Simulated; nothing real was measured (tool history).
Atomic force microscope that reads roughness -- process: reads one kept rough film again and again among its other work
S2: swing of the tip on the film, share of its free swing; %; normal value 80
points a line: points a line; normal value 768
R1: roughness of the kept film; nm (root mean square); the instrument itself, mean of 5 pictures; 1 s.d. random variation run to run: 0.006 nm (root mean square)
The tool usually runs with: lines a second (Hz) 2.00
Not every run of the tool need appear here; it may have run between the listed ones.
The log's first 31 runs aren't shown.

run 32 hour=1190.7 | lines_a_second_(Hz)=1.91 S2=85 points_a_line=728 | R1=0.986
run 33 hour=1216.4 | lines_a_second_(Hz)=1.91 S2=85 points_a_line=728 | R1=0.969
-- hour=1243.4 new tip fitted
run 34 hour=1261.3 | lines_a_second_(Hz)=0.64 S2=83 points_a_line=563 | R1=1.217
run 35 hour=1315.2 | lines_a_second_(Hz)=0.94 S2=69 points_a_line=724 | R1=1.199
run 36 hour=1345.1 | lines_a_second_(Hz)=0.94 S2=69 points_a_line=724 | R1=1.160
run 37 hour=1377.1 | lines_a_second_(Hz)=0.55 S2=82 points_a_line=345 | R1=1.137
run 38 hour=1405.4 | lines_a_second_(Hz)=2.15 S2=75 points_a_line=584 | R1=1.019
-- hour=1430.5 new tip fitted
run 39 hour=1441.4 | lines_a_second_(Hz)=0.82 S2=71 points_a_line=731 | R1=1.230
run 40 hour=1480.4 | lines_a_second_(Hz)=0.82 S2=71 points_a_line=731 | R1=1.220
run 41 hour=1522.9 | lines_a_second_(Hz)=2.33 S2=80 points_a_line=280 | R1=0.997
run 42 hour=1548.2 | lines_a_second_(Hz)=2.33 S2=80 points_a_line=280 | R1=0.991
run 43 hour=1573.0 | lines_a_second_(Hz)=1.15 S2=80 points_a_line=768 | R1=1.084
run 44 hour=1606.9 | lines_a_second_(Hz)=1.15 S2=80 points_a_line=768 | R1=1.070
-- hour=1617.7 new tip fitted
run 45 hour=1640.0 | lines_a_second_(Hz)=1.15 S2=80 points_a_line=768 | R1=1.170
run 46 hour=1671.0 | lines_a_second_(Hz)=1.15 S2=80 points_a_line=768 | R1=1.143
run 47 hour=1699.5 | lines_a_second_(Hz)=2.00 S2=80 points_a_line=544 | R1=1.038
run 48 hour=1746.9 | lines_a_second_(Hz)=0.63 S2=80 points_a_line=733 | R1=1.149
run 49 hour=1784.5 | lines_a_second_(Hz)=2.85 S2=83 points_a_line=725 | R1=0.913
-- hour=1803.2 new tip fitted
run 50 hour=1820.8 | lines_a_second_(Hz)=3.86 S2=61 points_a_line=938 | R1=1.152
run 51 hour=1855.9 | lines_a_second_(Hz)=0.73 S2=58 points_a_line=650 | R1=1.235
run 52 hour=1880.6 | lines_a_second_(Hz)=1.18 S2=74 points_a_line=315 | R1=1.145
run 53 hour=1923.0 | lines_a_second_(Hz)=2.14 S2=81 points_a_line=290 | R1=0.985

Branching from run 53: 3 alternative next runs. What would each branch give?
run A hour=1970.2 | lines_a_second_(Hz)=0.59 S2=72 points_a_line=949 | R1=?
run B hour=1970.2 | lines_a_second_(Hz)=2.00 S2=64 points_a_line=768 | R1=?
run C hour=1970.2 | lines_a_second_(Hz)=0.98 S2=80 points_a_line=768 | R1=?

run=A R1=1.153
run=B R1=1.098
run=C R1=1.092
Without the tool's hidden state the same runs would have given:
run=A R1=1.280
run=B R1=1.219
run=C R1=1.213
